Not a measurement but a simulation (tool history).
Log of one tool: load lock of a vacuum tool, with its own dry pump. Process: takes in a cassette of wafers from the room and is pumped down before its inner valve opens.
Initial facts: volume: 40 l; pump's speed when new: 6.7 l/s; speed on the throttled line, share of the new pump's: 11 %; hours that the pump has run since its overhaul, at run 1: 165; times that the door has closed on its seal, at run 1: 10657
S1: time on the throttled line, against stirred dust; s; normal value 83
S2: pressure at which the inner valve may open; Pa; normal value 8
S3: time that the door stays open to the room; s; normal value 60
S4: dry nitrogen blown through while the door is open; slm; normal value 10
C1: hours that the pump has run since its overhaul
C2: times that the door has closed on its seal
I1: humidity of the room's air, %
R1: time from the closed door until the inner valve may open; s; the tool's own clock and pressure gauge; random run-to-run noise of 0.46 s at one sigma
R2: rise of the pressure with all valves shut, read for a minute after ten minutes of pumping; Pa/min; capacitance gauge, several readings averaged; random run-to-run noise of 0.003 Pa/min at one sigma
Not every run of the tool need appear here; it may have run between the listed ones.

run 1 hour=0 | S1=83 S2=8 S3=60 S4=10 | C1=165 C2=10657 | I1=45.6 | R1=130.1 R2=0.027
run 2 hour=298.8 | S1=83 S2=8 S3=60 S4=10 | C1=463 C2=11439 | I1=46 | R1=130.5 R2=0.028
run 3 hour=733.4 | S1=83 S2=8 S3=60 S4=10 | C1=898 C2=12575 | I1=44.8 | R1=131.1 R2=0.023
run 4 hour=920.8 | S1=83 S2=8 S3=60 S4=31 | C1=1085 C2=13065 | I1=45.4 | R1=131.1 R2=0.017
run 5 hour=1292.9 | S1=83 S2=8 S3=60 S4=15 | C1=1457 C2=14039 | I1=45.3 | R1=131.2 R2=0.021
run 6 hour=1648.6 | S1=83 S2=8 S3=60 S4=15 | C1=1813 C2=14969 | I1=43.5 | R1=130.8 R2=0.021
run 7 hour=2065 | S1=83 S2=8 S3=60 S4=10 | C1=2230 C2=16058 | I1=43.3 | R1=130.2 R2=0.026
run 8 hour=2445.9 | S1=83 S2=8 S3=60 S4=10 | C1=2610 C2=17054 | I1=48.3 | R1=130.9 R2=0.03
run 9 hour=2804.6 | S1=83 S2=8 S3=60 S4=10 | C1=2969 C2=17992 | I1=46.7 | R1=130.5 R2=0.021
run 10 hour=3209.6 | S1=83 S2=8 S3=60 S4=10 | C1=3374 C2=19051 | I1=46.9 | R1=131.3 R2=0.026
run 11 hour=3467.9 | S1=83 S2=8 S3=60 S4=10 | C1=3632 C2=19727 | I1=42.6 | R1=130.9 R2=0.023
run 12 hour=3871.3 | S1=83 S2=8 S3=60 S4=10 | C1=4036 C2=20782 | I1=44.7 | R1=131 R2=0.024
run 13 hour=4067.8 | S1=83 S2=8 S3=60 S4=10 | C1=4232 C2=21295 | I1=43.8 | R1=131.5 R2=0.027
run 14 hour=4391.1 | S1=70 S2=8 S3=60 S4=10 | C1=4556 C2=22141 | I1=44.4 | R1=119.4 R2=0.02
run 15 hour=4687.9 | S1=70 S2=8 S3=60 S4=10 | C1=4852 C2=22917 | I1=42.5 | R1=119.6 R2=0.025
run 16 hour=5083.4 | S1=70 S2=8 S3=60 S4=10 | C1=5248 C2=23951 | I1=44.9 | R1=119.9 R2=0.024
run 17 hour=5259.4 | S1=70 S2=8 S3=60 S4=10 | C1=5424 C2=24412 | I1=44.2 | R1=119.6 R2=0.029
run 18 hour=5539.6 | S1=70 S2=8 S3=60 S4=10 | C1=5704 C2=25144 | I1=44.8 | R1=119.3 R2=0.029
run 19 hour=5953.8 | S1=119 S2=8 S3=101 S4=10 | C1=6118 C2=26228 | I1=42.2 | R1=162.1 R2=0.029
run 20 hour=6311.3 | S1=83 S2=16 S3=144 S4=10 | C1=6476 C2=27163 | I1=43.8 | R1=126.6 R2=0.036
run 21 hour=6567.2 | S1=83 S2=16 S3=144 S4=10 | C1=6732 C2=27832 | I1=45.5 | R1=126.9 R2=0.033
run 22 hour=6769.5 | S1=117 S2=12 S3=60 S4=14 | C1=6934 C2=28361 | I1=47.6 | R1=158.4 R2=0.024
run 23 hour=6982.2 | S1=159 S2=10 S3=61 S4=25 | C1=7147 C2=28917 | I1=45.2 | R1=197.4 R2=0.026
run 24 hour=7322.9 | S1=55 S2=11 S3=51 S4=7 | C1=7487 C2=29808 | I1=47 | R1=104.3 R2=0.024
run 25 hour=7545 | S1=55 S2=11 S3=51 S4=7 | C1=7710 C2=30389 | I1=45.2 | R1=103.6 R2=0.027
run 26 hour=7776.1 | S1=55 S2=11 S3=51 S4=7 | C1=7941 C2=30993 | I1=46.1 | R1=103.7 R2=0.023
run 27 hour=7985.2 | S1=55 S2=11 S3=51 S4=7 | C1=8150 C2=31540 | I1=46.7 | R1=104.2 R2=0.025
run 28 hour=8190.9 | S1=55 S2=11 S3=51 S4=7 | C1=8355 C2=32078 | I1=43.6 | R1=104.1 R2=0.028
run 29 hour=8382.1 | S1=55 S2=11 S3=51 S4=7 | C1=8547 C2=32578 | I1=45 | R1=104.2 R2=0.027
run 30 hour=8705.7 | S1=83 S2=11 S3=60 S4=10 | C1=8870 C2=33424 | I1=45.5 | R1=128.2 R2=0.025
run 31 hour=8998.1 | S1=72 S2=7 S3=190 S4=10 | C1=9163 C2=34189 | I1=45.8 | R1=122.1 R2=0.046
-- hour=9217.2 dry pump taken out, an overhauled one fitted
run 32 hour=9257.3 | S1=158 S2=7 S3=92 S4=10 | C1=40 C2=34851 | I1=43.4 | R1=198.6 R2=0.032
run 33 hour=9492.9 | S1=83 S2=8 S3=50 S4=9 | C1=276 C2=35467 | I1=44.3 | R1=131.2 R2=0.027
run 34 hour=9850 | S1=83 S2=8 S3=119 S4=10 | C1=633 C2=36401 | I1=45.4 | R1=131.3 R2=0.037
run 35 hour=10036.4 | S1=57 S2=13 S3=119 S4=40 | C1=819 C2=36889 | I1=43.3 | R1=104.5 R2=0.019
run 36 hour=10301.9 | S1=57 S2=13 S3=119 S4=40 | C1=1085 C2=37583 | I1=46.6 | R1=104 R2=0.027

3 ways to go on from here, each from the tool as it stands after run 36. What would each give?
run A hour=10501.1 | S1=69 S2=14 S3=60 S4=10 | C1=1284 C2=38104 | I1=46.3 | R1=? R2=?
run B hour=10501.1 | S1=127 S2=14 S3=66 S4=40 | C1=1284 C2=38104 | I1=44.5 | R1=? R2=?
run C hour=10501.1 | S1=88 S2=6 S3=168 S4=40 | C1=1284 C2=38104 | I1=46.9 | R1=? R2=?

run=A R1=114.5 R2=0.028
run=B R1=166.3 R2=0.01
run=C R1=137.5 R2=0.023
Without the tool's unlogged condition, the same runs would have read:
run=A R1=114.5 R2=0.027
run=B R1=166.3 R2=0.01
run=C R1=137.5 R2=0.023
